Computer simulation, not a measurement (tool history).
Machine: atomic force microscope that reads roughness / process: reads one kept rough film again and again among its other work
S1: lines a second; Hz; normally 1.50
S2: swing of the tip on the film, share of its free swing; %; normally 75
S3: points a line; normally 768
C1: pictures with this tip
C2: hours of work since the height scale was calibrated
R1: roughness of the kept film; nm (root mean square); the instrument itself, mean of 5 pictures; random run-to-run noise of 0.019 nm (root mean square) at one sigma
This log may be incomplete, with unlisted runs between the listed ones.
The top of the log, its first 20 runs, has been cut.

Run 21, day 42.062: usual settings but S1 1.00 Hz, S2 82 %, S3 658; C1 189; C2 171. Result: R1 4.246 nm (root mean square).
At day 43.867: new tip fitted.
Run 22, day 44.267: usual settings but S1 1.28 Hz, S2 63 %, S3 906; C1 20; C2 205. Result: R1 4.891 nm (root mean square).
Run 23, day 46.638: usual settings but S2 84 %, S3 422; C1 139; C2 243. Result: R1 4.065 nm (root mean square).
At day 49.092: height scale calibrated on a step standard, once more.
Run 24, day 49.338: usual settings but S1 1.61 Hz, S2 87 %, S3 422; C1 271; C2 4. Result: R1 3.714 nm (root mean square).
At day 49.571: new tip fitted.
Run 25, day 52.200: usual settings but S1 0.72 Hz, S2 64 %, S3 292; C1 132; C2 49. Result: R1 4.625 nm (root mean square).
Run 26, day 53.550: usual settings but S1 0.72 Hz, S2 60 %, S3 320; C1 199; C2 70. Result: R1 4.500 nm (root mean square).
At day 55.175: new tip fitted.
Run 27, day 55.175: usual settings but S1 0.72 Hz, S2 60 %, S3 320; C1 0; C2 96. Result: R1 5.115 nm (root mean square).
Run 28, day 57.392: usual settings but S1 0.72 Hz, S2 60 %, S3 320; C1 111; C2 131. Result: R1 4.756 nm (root mean square).
Run 29, day 59.208: usual settings but S1 0.72 Hz, S2 60 %, S3 320; C1 202; C2 159. Result: R1 4.534 nm (root mean square).
At day 60.879: new tip fitted.
Run 30, day 61.304: usual settings but S1 1.56 Hz, S2 55 %, S3 422; C1 21; C2 192. Result: R1 4.961 nm (root mean square).
Run 31, day 63.304: usual settings but S1 1.56 Hz, S2 55 %, S3 422; C1 121; C2 224. Result: R1 4.669 nm (root mean square).
Run 32, day 65.183: usual settings but S1 1.56 Hz, S2 55 %, S3 422; C1 215; C2 253. Result: R1 4.395 nm (root mean square).
At day 66.683: new tip fitted.
Run 33, day 66.892: usual settings but S1 1.56 Hz, S2 55 %, S3 422; C1 11; C2 280. Result: R1 5.027 nm (root mean square).
Run 34, day 69.904: usual settings but S1 1.24 Hz, S2 57 %, S3 284; C1 161; C2 328. Result: R1 4.513 nm (root mean square).
Run 35, day 72.075: usual settings but S1 0.80 Hz, S2 57 %, S3 765; C1 270; C2 362. Result: R1 4.296 nm (root mean square).
At day 72.462: new tip fitted.
Run 36, day 73.646: usual settings but S1 0.80 Hz, S2 57 %, S3 765; C1 59; C2 387. Result: R1 4.889 nm (root mean square).
Run 37, day 75.292: usual settings but S1 0.80 Hz, S2 57 %, S3 765; C1 141; C2 412. Result: R1 4.691 nm (root mean square).
At day 78.033: new tip fitted.
Run 38, day 78.408: usual settings but S2 60 %, S3 271; C1 18; C2 461. Result: R1 4.828 nm (root mean square).
Run 39, day 81.071: usual settings but S1 1.09 Hz, S2 90 %, S3 271; C1 151; C2 504. Result: R1 4.056 nm (root mean square).
Run 40, day 82.688: usual settings but S1 0.52 Hz, S3 803; C1 232; C2 529. Result: R1 4.368 nm (root mean square).

Branching from run 40: 4 alternative next runs. What would each branch give?
At day 83.633: new tip fitted.
Run A, day 84.008: usual settings but S2 59 %; C1 19; C2 550. Result: R1 ?.
At day 83.633: new tip fitted.
Run B, day 84.008: usual settings but S1 3.43 Hz, S2 76 %, S3 798; C1 19; C2 550. Result: R1 ?.
At day 83.633: new tip fitted.
Run C, day 84.008: usual settings but S1 0.93 Hz, S2 60 %, S3 421; C1 19; C2 550. Result: R1 ?.
At day 83.633: new tip fitted.
Run D, day 84.008: usual settings but S1 0.66 Hz, S3 803; C1 19; C2 550. Result: R1 ?.

run     R1
  A  4.944
  B  4.147
  C  5.032
  D  4.963
Without the tool's hidden state the same runs would have given:
run     R1
  A  5.044
  B  4.230
  C  5.133
  D  5.063
